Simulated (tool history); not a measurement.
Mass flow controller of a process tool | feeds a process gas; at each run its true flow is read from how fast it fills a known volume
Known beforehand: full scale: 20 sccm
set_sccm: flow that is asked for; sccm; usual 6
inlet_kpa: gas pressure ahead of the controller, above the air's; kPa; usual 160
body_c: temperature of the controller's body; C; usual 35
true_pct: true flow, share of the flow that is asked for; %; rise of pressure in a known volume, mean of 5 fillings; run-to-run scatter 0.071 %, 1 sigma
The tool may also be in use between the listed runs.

run	hour	set_sccm	inlet_kpa	body_c	true_pct
1	0.0	6	160	35	99.48
2	331.3	6	160	35	99.39
3	731.3	6	160	35	99.30
4	1138.0	6	245	35	98.50
5	1437.1	4	160	35	98.59
6	1795.1	4	160	35	98.56
7	2228.6	6	160	35	98.79
8	2520.0	6	160	35	98.72
9	2748.5	6	160	35	98.57
10	2989.2	6	160	35	98.51
11	3253.3	5	160	35	98.33
12	3582.5	5	160	35	98.30
13	4029.7	5	160	35	98.05
14	4370.1	5	160	36	97.97
15	4614.8	6	204	35	97.56
16	4976.6	6	204	35	97.62
17	5415.6	6	204	35	97.34

Forecast run 18:
18	5663.2	12	274	29	?

Run 18 yielded true_pct 96.91 %.
With the hidden condition absent and the run-to-run variation left alone, this run would have shown true_pct 98.71 %.
